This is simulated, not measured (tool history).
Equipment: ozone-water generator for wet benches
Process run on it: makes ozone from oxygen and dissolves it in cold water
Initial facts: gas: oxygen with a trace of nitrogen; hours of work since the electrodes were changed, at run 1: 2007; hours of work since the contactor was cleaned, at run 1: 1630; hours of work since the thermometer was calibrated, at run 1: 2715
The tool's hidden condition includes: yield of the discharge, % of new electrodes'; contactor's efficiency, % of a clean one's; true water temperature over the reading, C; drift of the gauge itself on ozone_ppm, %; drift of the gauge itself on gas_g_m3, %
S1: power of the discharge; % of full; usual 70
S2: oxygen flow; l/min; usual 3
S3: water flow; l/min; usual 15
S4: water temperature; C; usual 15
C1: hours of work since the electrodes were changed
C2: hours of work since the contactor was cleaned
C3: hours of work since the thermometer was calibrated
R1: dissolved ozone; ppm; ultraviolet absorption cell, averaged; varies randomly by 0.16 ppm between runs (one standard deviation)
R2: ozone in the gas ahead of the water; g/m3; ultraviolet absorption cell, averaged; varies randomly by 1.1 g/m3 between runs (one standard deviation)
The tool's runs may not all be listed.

| run | hour | S1 | S2 | S3 | S4 | C1 | C2 | C3 | R1 | R2 |
|---|---|---|---|---|---|---|---|---|---|---|
| 1 | 0 | 70 | 3 | 15 | 15 | 2007 | 1630 | 2715 | 20.5 | 191.6 |
| 2 | 70.7 | 70 | 3 | 15 | 13 | 2050 | 1673 | 2757 | 20.6 | 192.4 |
| 3 | 126.5 | 70 | 3 | 15 | 13 | 2083 | 1706 | 2791 | 20.5 | 191.4 |
| 4 | 202.2 | 70 | 3 | 15 | 13 | 2129 | 1752 | 2836 | 20.6 | 187.9 |
| 5 | 263.2 | 70 | 3 | 15 | 15 | 2165 | 1788 | 2873 | 20 | 190.7 |
| 6 | 372.6 | 70 | 3 | 15 | 15 | 2231 | 1854 | 2939 | 20.1 | 190.7 |
| 7 | 425.9 | 70 | 3 | 12 | 15 | 2263 | 1886 | 2971 | 23.8 | 188.8 |
| 8 | 518.9 | 70 | 3 | 15 | 15 | 2319 | 1942 | 3026 | 20.1 | 189.2 |
| 9 | 577.9 | 70 | 3 | 15 | 15 | 2354 | 1977 | 3062 | 20.2 | 190.2 |
| 10 | 651 | 70 | 3 | 15 | 15 | 2398 | 2021 | 3106 | 20 | 189.4 |
|  | 659.5 | contactor cleaned |
| 11 | 701.3 | 70 | 3 | 15 | 15 | 2426 | 25 | 3134 | 20.3 | 189.7 |
| 12 | 768.5 | 70 | 3 | 15 | 12 | 2466 | 65 | 3174 | 20.4 | 190 |
| 13 | 857.8 | 70 | 3 | 15 | 12 | 2520 | 119 | 3228 | 20.5 | 187 |
|  | 867.1 | contactor cleaned, once more |
| 14 | 965.1 | 70 | 3 | 15 | 12 | 2582 | 59 | 3290 | 20.8 | 187.4 |
| 15 | 1027.9 | 70 | 3 | 15 | 12 | 2620 | 97 | 3327 | 20.8 | 190 |
| 16 | 1101.6 | 70 | 3 | 15 | 12 | 2664 | 141 | 3372 | 20.6 | 188.5 |
| 17 | 1190.6 | 70 | 3 | 18 | 13 | 2718 | 194 | 3425 | 17.6 | 189.6 |
| 18 | 1287.8 | 52 | 2.7 | 21 | 13 | 2776 | 253 | 3483 | 12.2 | 162.6 |
| 19 | 1344.9 | 52 | 2.7 | 21 | 13 | 2810 | 287 | 3518 | 12.6 | 162.2 |
| 20 | 1396.7 | 52 | 4.87 | 21 | 15 | 2841 | 318 | 3549 | 14.8 | 133.9 |
| 21 | 1467.8 | 70 | 3 | 23 | 15 | 2884 | 361 | 3592 | 13.9 | 186.6 |
| 22 | 1569.4 | 70 | 3 | 12 | 15 | 2945 | 422 | 3653 | 23.7 | 188.3 |
| 23 | 1654.9 | 70 | 3 | 12 | 15 | 2996 | 473 | 3704 | 23.7 | 186.6 |
| 24 | 1752 | 77 | 3.7 | 15 | 15 | 3055 | 531 | 3762 | 22.5 | 183.9 |
| 25 | 1834.7 | 77 | 3.7 | 15 | 15 | 3104 | 581 | 3812 | 22.6 | 184 |
| 26 | 1937.8 | 77 | 3.7 | 15 | 15 | 3166 | 643 | 3874 | 22.4 | 184.5 |

Here are 4 independent what-if runs from the current tool condition. What would each one return?
| A | 2034.3 | 44 | 4.66 | 17 | 15 | 3224 | 701 | 3932 | ? | ? |
| B | 2034.3 | 70 | 3 | 15 | 19 | 3224 | 701 | 3932 | ? | ? |
| C | 2034.3 | 77 | 3.7 | 15 | 14 | 3224 | 701 | 3932 | ? | ? |
| D | 2034.3 | 77 | 3.59 | 15 | 15 | 3224 | 701 | 3932 | ? | ? |

| run | R1 | R2 |
|---|---|---|
| A | 15.3 | 122.2 |
| B | 18.7 | 186.8 |
| C | 22.6 | 183.2 |
| D | 21.8 | 185.4 |
The same runs, with their run-to-run variation unchanged, on a tool lacking any hidden condition would have given:
| run | R1 | R2 |
|---|---|---|
| A | 16.4 | 129.9 |
| B | 20.5 | 203.8 |
| C | 24.9 | 200.9 |
| D | 24.1 | 203.3 |
